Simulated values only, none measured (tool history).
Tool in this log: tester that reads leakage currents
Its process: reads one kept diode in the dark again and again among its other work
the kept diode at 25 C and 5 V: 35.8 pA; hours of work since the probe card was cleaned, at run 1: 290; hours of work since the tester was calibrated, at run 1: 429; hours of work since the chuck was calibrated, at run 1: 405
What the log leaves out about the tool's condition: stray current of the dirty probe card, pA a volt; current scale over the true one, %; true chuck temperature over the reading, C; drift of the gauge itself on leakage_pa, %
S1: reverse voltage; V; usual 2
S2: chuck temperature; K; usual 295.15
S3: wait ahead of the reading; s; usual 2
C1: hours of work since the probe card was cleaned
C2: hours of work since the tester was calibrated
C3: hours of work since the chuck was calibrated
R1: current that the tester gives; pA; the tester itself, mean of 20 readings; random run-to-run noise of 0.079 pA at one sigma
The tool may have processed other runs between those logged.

Run 1, hour 0: usual settings; C1 290; C2 429; C3 405. Result: R1 20.45 pA.
Run 2, hour 21.6: usual settings; C1 300; C2 439; C3 416. Result: R1 20.51 pA.
Run 3, hour 45.5: usual settings; C1 311; C2 450; C3 427. Result: R1 20.48 pA.
Run 4, hour 75.9: usual settings; C1 326; C2 465; C3 442. Result: R1 20.64 pA.
Run 5, hour 92.7: usual settings; C1 334; C2 473; C3 450. Result: R1 20.45 pA.
Run 6, hour 123.8: usual settings; C1 349; C2 488; C3 464. Result: R1 20.41 pA.
Run 7, hour 157.7: usual settings but S1 12.71 V; C1 365; C2 504; C3 481. Result: R1 37.25 pA.
Run 8, hour 190.2: usual settings but S1 12.71 V; C1 380; C2 519; C3 496. Result: R1 37.16 pA.
Run 9, hour 212.5: usual settings but S1 12.71 V; C1 391; C2 530; C3 507. Result: R1 37.08 pA.
Run 10, hour 239.1: usual settings but S3 0.61 s; C1 404; C2 543; C3 519. Result: R1 20.71 pA.
Run 11, hour 268.5: usual settings but S3 3.53 s; C1 418; C2 557; C3 533. Result: R1 20.41 pA.
Run 12, hour 290.3: usual settings but S3 3.53 s; C1 428; C2 567; C3 544. Result: R1 20.71 pA.
Run 13, hour 325.4: usual settings but S3 3.53 s; C1 445; C2 584; C3 561. Result: R1 20.4 pA.
Run 14, hour 342.7: usual settings but S3 3.53 s; C1 453; C2 592; C3 569. Result: R1 20.41 pA.
Run 15, hour 370.5: usual settings; C1 466; C2 605; C3 582. Result: R1 20.69 pA.
Run 16, hour 385.5: usual settings; C1 474; C2 612; C3 589. Result: R1 20.54 pA.
Run 17, hour 412.1: usual settings but S1 6.91 V; C1 486; C2 625; C3 602. Result: R1 30.29 pA.
Run 18, hour 434.5: usual settings but S1 6.91 V; C1 497; C2 636; C3 613. Result: R1 30.24 pA.
Run 19, hour 453.7: usual settings but S1 6.91 V; C1 506; C2 645; C3 622. Result: R1 30.31 pA.
Run 20, hour 475.4: usual settings but S3 0.39 s; C1 517; C2 655; C3 632. Result: R1 20.75 pA.
Run 21, hour 510.4: usual settings but S3 0.39 s; C1 533; C2 672; C3 649. Result: R1 20.87 pA.
Run 22, hour 529.2: usual settings but S1 1.18 V, S2 333.15 K, S3 0.66 s; C1 542; C2 681; C3 658. Result: R1 410.77 pA.
Run 23, hour 561.8: usual settings but S1 6.86 V, S2 312.15 K, S3 1.16 s; C1 558; C2 696; C3 673. Result: R1 136.32 pA.
Run 24, hour 586.5: usual settings but S1 6.86 V, S2 312.15 K, S3 1.16 s; C1 570; C2 708; C3 685. Result: R1 136.41 pA.
Run 25, hour 617.8: usual settings but S1 11.54 V, S3 7.01 s; C1 584; C2 723; C3 700. Result: R1 35.56 pA.
Run 26, hour 636.6: usual settings but S1 10.72 V, S2 300.15 K, S3 1.75 s; C1 593; C2 732; C3 709. Result: R1 55.06 pA.
Run 27, hour 668.5: usual settings but S1 7.45 V, S2 305.15 K, S3 0.76 s; C1 609; C2 747; C3 724. Result: R1 77.04 pA.
Run 28, hour 704.1: usual settings but S1 4.08 V, S2 308.15 K, S3 9.56 s; C1 626; C2 764; C3 741. Result: R1 81.38 pA.
Run 29, hour 730.8: usual settings but S1 9.91 V, S2 308.15 K, S3 9.56 s; C1 638; C2 777; C3 754. Result: R1 108.19 pA.
Run 30, hour 759.3: usual settings but S1 9.91 V, S2 308.15 K, S3 9.56 s; C1 652; C2 791; C3 768. Result: R1 108.25 pA.
Run 31, hour 795.5: usual settings but S1 9.91 V, S2 308.15 K, S3 9.56 s; C1 669; C2 808; C3 785. Result: R1 107.57 pA.
Run 32, hour 822.1: usual settings but S1 1.16 V, S2 308.15 K, S3 1.45 s; C1 682; C2 821; C3 797. Result: R1 55.48 pA.
Run 33, hour 852.5: usual settings but S1 1.16 V, S2 308.15 K, S3 1.45 s; C1 696; C2 835; C3 812. Result: R1 55.33 pA.
Run 34, hour 880.5: usual settings but S1 1.16 V, S2 308.15 K, S3 1.45 s; C1 710; C2 848; C3 825. Result: R1 55.35 pA.
Run 35, hour 899.8: usual settings but S3 1.35 s; C1 719; C2 858; C3 835. Result: R1 20.56 pA.
Run 36, hour 924.6: usual settings but S3 1.35 s; C1 731; C2 870; C3 846. Result: R1 20.44 pA.
Run 37, hour 953.5: usual settings but S1 2.05 V, S2 332.15 K, S3 0.66 s; C1 745; C2 883; C3 860. Result: R1 449.43 pA.
Run 38, hour 970.1: usual settings but S1 2.05 V, S2 332.15 K, S3 0.66 s; C1 752; C2 891; C3 868. Result: R1 450.74 pA.
Run 39, hour 997.9: usual settings but S1 2.05 V, S2 332.15 K, S3 0.66 s; C1 766; C2 904; C3 881. Result: R1 452.27 pA.

Branching from run 39: 3 alternative next runs. What would each branch give?
Run A, hour 1031.2: usual settings but S2 306.15 K; C1 782; C2 920; C3 897. Result: R1 ?.
Run B, hour 1031.2: usual settings but S1 11.51 V; C1 782; C2 920; C3 897. Result: R1 ?.
Run C, hour 1031.2: usual settings but S1 1.18 V, S2 330.15 K, S3 0.42 s; C1 782; C2 920; C3 897. Result: R1 ?.

run      R1
  A   55.45
  B   35.91
  C  327.23
Without the tool's unlogged condition, the same runs would have read:
run      R1
  A   55.46
  B    35.9
  C  327.28

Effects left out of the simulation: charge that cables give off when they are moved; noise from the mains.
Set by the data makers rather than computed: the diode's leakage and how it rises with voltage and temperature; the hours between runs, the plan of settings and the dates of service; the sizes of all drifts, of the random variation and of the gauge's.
